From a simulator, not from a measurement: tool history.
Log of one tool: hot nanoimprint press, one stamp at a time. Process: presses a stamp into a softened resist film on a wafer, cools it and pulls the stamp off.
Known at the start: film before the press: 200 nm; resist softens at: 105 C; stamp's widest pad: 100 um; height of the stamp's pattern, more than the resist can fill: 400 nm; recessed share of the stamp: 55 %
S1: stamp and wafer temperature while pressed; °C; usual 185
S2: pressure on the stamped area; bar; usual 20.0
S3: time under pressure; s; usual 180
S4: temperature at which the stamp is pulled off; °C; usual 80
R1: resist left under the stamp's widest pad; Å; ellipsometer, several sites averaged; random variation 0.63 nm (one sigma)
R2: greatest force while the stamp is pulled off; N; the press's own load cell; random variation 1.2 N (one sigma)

run	hour	S1	S2	S3	S4	R1	R2
1	0.0	185	20.0	180	80	1058	123
2	5.2	185	20.0	180	80	1061	122
3	15.5	185	20.0	180	80	1052	123
4	22.8	185	20.0	195	80	1039	126
5	32.6	185	20.0	195	80	1040	125
6	42.8	185	20.0	106	80	1235	127
7	51.7	185	20.0	106	80	1231	126
# hour 55.5: plate thermocouple calibrated
8	59.9	185	20.0	106	80	1238	130
9	70.9	185	20.6	180	80	1059	128
10	75.7	185	29.9	180	80	868	129
11	82.9	185	20.0	320	80	892	128
12	87.9	173	20.0	180	80	1584	127
13	95.4	173	20.0	180	80	1581	130
14	102.0	190	28.5	275	70	642	140
15	109.8	188	28.5	275	70	690	143
# hour 114.5: plate thermocouple calibrated, once more
16	122.6	188	15.0	106	70	1255	141
# hour 130.0: stamp cleaned and given a new release coat
17	135.9	188	26.1	106	70	980	125
18	146.5	186	21.3	106	75	1153	121
19	155.0	186	21.3	106	75	1154	121
20	162.1	186	21.3	106	75	1146	121
21	168.1	186	21.3	106	75	1144	121
22	176.8	185	12.5	152	80	1357	115

Some steps in R1 between neighbouring runs. How much of each would the tool show without its hidden state too (settings, what came in, random variation), and how much is left for the hidden state, with any gauge scatter that isn't in both results?
The hidden state here: true temperature over the reading, C; pressure that arrives at the usual setting, %; grip of the stamp's worn release coat, % over a new coat's; drift of the gauge itself on residual_nm, %; drift of the gauge itself on pull_off_n, %.
Run 7 -> 8: plate thermocouple calibrated. R1 +7 Å: hidden state +10, all else -3.
Run 11 -> 12: S1 185 -> 173, S3 320 -> 180. R1 +692 Å: hidden state +5, all else +687.
Run 13 -> 14: S1 173 -> 190, S2 20.0 -> 28.5, S3 180 -> 275, S4 80 -> 70. R1 -939 Å: hidden state -10, all else -929.
Run 15 -> 16: S2 28.5 -> 15.0, S3 275 -> 106, plate thermocouple calibrated, once more. R1 +565 Å: hidden state -27, all else +592.
